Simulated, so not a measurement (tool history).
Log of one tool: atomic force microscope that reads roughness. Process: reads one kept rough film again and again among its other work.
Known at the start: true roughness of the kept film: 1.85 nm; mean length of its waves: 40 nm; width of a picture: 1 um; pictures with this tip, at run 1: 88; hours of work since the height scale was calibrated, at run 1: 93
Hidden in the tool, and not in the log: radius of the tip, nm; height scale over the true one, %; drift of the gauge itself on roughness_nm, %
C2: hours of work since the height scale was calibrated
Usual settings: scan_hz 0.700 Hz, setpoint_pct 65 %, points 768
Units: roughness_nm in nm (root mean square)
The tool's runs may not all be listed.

run 1 hour=0.0 | scan_hz=0.700 setpoint_pct=65 points=768 | pictures_with_this_tip=88 C2=93 | roughness_nm=1.739
run 2 hour=6.9 | scan_hz=0.849 setpoint_pct=65 points=768 | pictures_with_this_tip=102 C2=98 | roughness_nm=1.738
-- hour=9.6 new tip fitted
run 3 hour=13.2 | scan_hz=0.849 setpoint_pct=65 points=768 | pictures_with_this_tip=8 C2=102 | roughness_nm=1.781
run 4 hour=20.2 | scan_hz=0.849 setpoint_pct=65 points=384 | pictures_with_this_tip=22 C2=107 | roughness_nm=1.784
run 5 hour=29.9 | scan_hz=0.849 setpoint_pct=65 points=384 | pictures_with_this_tip=43 C2=114 | roughness_nm=1.761
run 6 hour=38.4 | scan_hz=0.849 setpoint_pct=65 points=384 | pictures_with_this_tip=61 C2=120 | roughness_nm=1.748
run 7 hour=47.4 | scan_hz=0.849 setpoint_pct=65 points=384 | pictures_with_this_tip=80 C2=126 | roughness_nm=1.735
run 8 hour=58.5 | scan_hz=0.849 setpoint_pct=65 points=384 | pictures_with_this_tip=104 C2=134 | roughness_nm=1.730
-- hour=60.1 new tip fitted
run 9 hour=68.7 | scan_hz=0.849 setpoint_pct=65 points=384 | pictures_with_this_tip=18 C2=141 | roughness_nm=1.769
run 10 hour=79.5 | scan_hz=0.849 setpoint_pct=61 points=384 | pictures_with_this_tip=41 C2=149 | roughness_nm=1.749
run 11 hour=89.1 | scan_hz=0.849 setpoint_pct=61 points=384 | pictures_with_this_tip=61 C2=156 | roughness_nm=1.751
run 12 hour=99.9 | scan_hz=0.849 setpoint_pct=61 points=384 | pictures_with_this_tip=84 C2=163 | roughness_nm=1.749
run 13 hour=105.5 | scan_hz=0.700 setpoint_pct=76 points=768 | pictures_with_this_tip=96 C2=167 | roughness_nm=1.715
-- hour=111.3 new tip fitted
run 14 hour=118.4 | scan_hz=0.700 setpoint_pct=76 points=768 | pictures_with_this_tip=16 C2=176 | roughness_nm=1.752
run 15 hour=128.9 | scan_hz=0.700 setpoint_pct=76 points=768 | pictures_with_this_tip=38 C2=183 | roughness_nm=1.747
run 16 hour=142.3 | scan_hz=0.700 setpoint_pct=72 points=768 | pictures_with_this_tip=67 C2=193 | roughness_nm=1.750
run 17 hour=154.7 | scan_hz=0.567 setpoint_pct=65 points=768 | pictures_with_this_tip=93 C2=202 | roughness_nm=1.755
-- hour=162.5 new tip fitted
run 18 hour=165.4 | scan_hz=0.700 setpoint_pct=65 points=768 | pictures_with_this_tip=6 C2=209 | roughness_nm=1.775
run 19 hour=176.2 | scan_hz=0.700 setpoint_pct=65 points=768 | pictures_with_this_tip=29 C2=217 | roughness_nm=1.774
run 20 hour=188.2 | scan_hz=0.700 setpoint_pct=65 points=768 | pictures_with_this_tip=54 C2=225 | roughness_nm=1.762
run 21 hour=201.5 | scan_hz=0.700 setpoint_pct=65 points=768 | pictures_with_this_tip=83 C2=235 | roughness_nm=1.749
run 22 hour=210.1 | scan_hz=0.700 setpoint_pct=65 points=768 | pictures_with_this_tip=101 C2=241 | roughness_nm=1.739
-- hour=213.8 new tip fitted
run 23 hour=223.5 | scan_hz=0.700 setpoint_pct=65 points=768 | pictures_with_this_tip=21 C2=250 | roughness_nm=1.774
run 24 hour=229.0 | scan_hz=0.700 setpoint_pct=69 points=768 | pictures_with_this_tip=32 C2=254 | roughness_nm=1.771
run 25 hour=241.5 | scan_hz=0.700 setpoint_pct=69 points=768 | pictures_with_this_tip=59 C2=263 | roughness_nm=1.760
run 26 hour=254.7 | scan_hz=0.700 setpoint_pct=69 points=768 | pictures_with_this_tip=87 C2=272 | roughness_nm=1.743
-- hour=264.4 new tip fitted
run 27 hour=268.1 | scan_hz=2.291 setpoint_pct=74 points=303 | pictures_with_this_tip=8 C2=281 | roughness_nm=1.686
run 28 hour=277.8 | scan_hz=0.708 setpoint_pct=65 points=842 | pictures_with_this_tip=28 C2=288 | roughness_nm=1.766
-- hour=279.8 height scale calibrated on a step standard
run 29 hour=288.1 | scan_hz=0.868 setpoint_pct=65 points=388 | pictures_with_this_tip=48 C2=6 | roughness_nm=1.752
run 30 hour=295.2 | scan_hz=0.617 setpoint_pct=64 points=658 | pictures_with_this_tip=63 C2=11 | roughness_nm=1.750
run 31 hour=301.2 | scan_hz=0.700 setpoint_pct=82 points=405 | pictures_with_this_tip=76 C2=15 | roughness_nm=1.729
run 32 hour=309.3 | scan_hz=1.632 setpoint_pct=65 points=768 | pictures_with_this_tip=93 C2=21 | roughness_nm=1.713
-- hour=316.8 new tip fitted
run 33 hour=320.8 | scan_hz=0.700 setpoint_pct=65 points=662 | pictures_with_this_tip=9 C2=29 | roughness_nm=1.763
-- hour=330.2 height scale calibrated on a step standard, once more
run 34 hour=330.7 | scan_hz=0.700 setpoint_pct=58 points=396 | pictures_with_this_tip=28 C2=0 | roughness_nm=1.770
run 35 hour=341.4 | scan_hz=3.841 setpoint_pct=89 points=890 | pictures_with_this_tip=51 C2=8 | roughness_nm=1.484
run 36 hour=353.8 | scan_hz=3.841 setpoint_pct=89 points=890 | pictures_with_this_tip=77 C2=17 | roughness_nm=1.468
run 37 hour=364.2 | scan_hz=3.841 setpoint_pct=89 points=890 | pictures_with_this_tip=99 C2=24 | roughness_nm=1.467
-- hour=368.4 new tip fitted
run 38 hour=373.1 | scan_hz=2.170 setpoint_pct=84 points=890 | pictures_with_this_tip=10 C2=30 | roughness_nm=1.651
run 39 hour=378.5 | scan_hz=2.170 setpoint_pct=65 points=270 | pictures_with_this_tip=22 C2=34 | roughness_nm=1.716

Run 40 comes next. What will it give?
run 40 hour=386.4 | scan_hz=0.704 setpoint_pct=56 points=268 | pictures_with_this_tip=39 C2=40 | roughness_nm=?

roughness_nm: 1.758 nm (root mean square)
Without the tool's hidden state the same run would have given roughness_nm 1.775 nm (root mean square).

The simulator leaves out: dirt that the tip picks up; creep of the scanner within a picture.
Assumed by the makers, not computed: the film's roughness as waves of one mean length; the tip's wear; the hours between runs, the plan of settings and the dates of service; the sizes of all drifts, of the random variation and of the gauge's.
